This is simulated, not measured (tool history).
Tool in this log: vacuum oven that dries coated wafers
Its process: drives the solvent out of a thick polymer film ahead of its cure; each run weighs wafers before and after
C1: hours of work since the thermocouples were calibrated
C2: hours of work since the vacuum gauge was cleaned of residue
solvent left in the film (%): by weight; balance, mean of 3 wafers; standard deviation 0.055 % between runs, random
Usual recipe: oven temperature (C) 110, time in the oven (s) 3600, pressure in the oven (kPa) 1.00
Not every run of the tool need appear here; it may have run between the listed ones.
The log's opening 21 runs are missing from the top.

Run 22, hour 1597.6: usual settings but pressure in the oven (kPa) 0.91; C1 192; C2 332. Result: solvent left in the film (%) 2.23.
Run 23, hour 1642.7: usual settings but oven temperature (C) 124, time in the oven (s) 3000; C1 220; C2 359. Result: solvent left in the film (%) 0.89.
Run 24, hour 1696.4: usual settings but oven temperature (C) 116, pressure in the oven (kPa) 3.09; C1 253; C2 392. Result: solvent left in the film (%) 3.31.
Run 25, hour 1772.8: usual settings but oven temperature (C) 124, pressure in the oven (kPa) 1.26; C1 300; C2 439. Result: solvent left in the film (%) 1.17.
Run 26, hour 1866.6: usual settings but oven temperature (C) 123, time in the oven (s) 4080, pressure in the oven (kPa) 1.67; C1 357; C2 497. Result: solvent left in the film (%) 1.49.
Run 27, hour 1955.1: usual settings but oven temperature (C) 118, pressure in the oven (kPa) 2.00; C1 412; C2 551. Result: solvent left in the film (%) 2.05.
Run 28, hour 2004.6: usual settings but oven temperature (C) 118, pressure in the oven (kPa) 2.00; C1 442; C2 581. Result: solvent left in the film (%) 2.02.
Run 29, hour 2065.9: usual settings but oven temperature (C) 118, pressure in the oven (kPa) 2.00; C1 480; C2 619. Result: solvent left in the film (%) 2.10.
Run 30, hour 2115.9: usual settings but oven temperature (C) 118, pressure in the oven (kPa) 2.00; C1 510; C2 650. Result: solvent left in the film (%) 2.09.
Run 31, hour 2205.5: usual settings but oven temperature (C) 118, pressure in the oven (kPa) 2.00; C1 565; C2 705. Result: solvent left in the film (%) 2.07.
Run 32, hour 2250.8: usual settings but oven temperature (C) 118, pressure in the oven (kPa) 0.71; C1 593; C2 732. Result: solvent left in the film (%) 1.06.
Run 33, hour 2311.7: usual settings but oven temperature (C) 101, time in the oven (s) 2040, pressure in the oven (kPa) 3.04; C1 631; C2 770. Result: solvent left in the film (%) 10.67.
Run 34, hour 2383.4: usual settings but oven temperature (C) 115, time in the oven (s) 5100, pressure in the oven (kPa) 1.68; C1 674; C2 814. Result: solvent left in the film (%) 1.90.
Run 35, hour 2452.8: usual settings but time in the oven (s) 4320, pressure in the oven (kPa) 2.71; C1 717; C2 856. Result: solvent left in the film (%) 4.01.
Run 36, hour 2533.3: usual settings but time in the oven (s) 4320, pressure in the oven (kPa) 2.71; C1 766; C2 906. Result: solvent left in the film (%) 3.95.
At hour 2587.4: oven's thermocouples calibrated.
Run 37, hour 2587.4: usual settings but time in the oven (s) 5160, pressure in the oven (kPa) 3.85; C1 0; C2 938. Result: solvent left in the film (%) 5.27.
Run 38, hour 2652.1: usual settings but oven temperature (C) 109, time in the oven (s) 4200, pressure in the oven (kPa) 3.80; C1 40; C2 977. Result: solvent left in the film (%) 5.79.
Run 39, hour 2696.8: usual settings but oven temperature (C) 109, time in the oven (s) 4200, pressure in the oven (kPa) 3.80; C1 67; C2 1005. Result: solvent left in the film (%) 5.87.
Run 40, hour 2787.3: usual settings but oven temperature (C) 109, time in the oven (s) 4200, pressure in the oven (kPa) 3.80; C1 123; C2 1060. Result: solvent left in the film (%) 5.77.
Run 41, hour 2860.7: usual settings but oven temperature (C) 104; C1 168; C2 1105. Result: solvent left in the film (%) 4.68.
Run 42, hour 2931.2: usual settings but time in the oven (s) 6180, pressure in the oven (kPa) 0.55; C1 211; C2 1148. Result: solvent left in the film (%) 1.33.
Run 43, hour 3003.5: usual settings but oven temperature (C) 116, time in the oven (s) 5580, pressure in the oven (kPa) 3.00; C1 255; C2 1193. Result: solvent left in the film (%) 3.44.

Forecast each of these 5 alternatives for the next run:
Run A, hour 3093.4: usual settings but oven temperature (C) 108; C1 310; C2 1248. Result: solvent left in the film (%) ?.
Run B, hour 3093.4: usual settings but oven temperature (C) 105, time in the oven (s) 2340, pressure in the oven (kPa) 0.91; C1 310; C2 1248. Result: solvent left in the film (%) ?.
Run C, hour 3093.4: usual settings but oven temperature (C) 108, time in the oven (s) 3060, pressure in the oven (kPa) 0.63; C1 310; C2 1248. Result: solvent left in the film (%) ?.
Run D, hour 3093.4: usual settings but oven temperature (C) 108, time in the oven (s) 3900, pressure in the oven (kPa) 1.82; C1 310; C2 1248. Result: solvent left in the film (%) ?.
Run E, hour 3093.4: usual settings but oven temperature (C) 106, time in the oven (s) 2460, pressure in the oven (kPa) 1.49; C1 310; C2 1248. Result: solvent left in the film (%) ?.

run  solvent left in the film (%)
  A                          3.37
  B                          6.46
  C                          3.50
  D                          3.99
  E                          6.24
Without the tool's unlogged condition, the same runs would have read:
run  solvent left in the film (%)
  A                          2.90
  B                          6.11
  C                          3.09
  D                          3.52
  E                          5.89
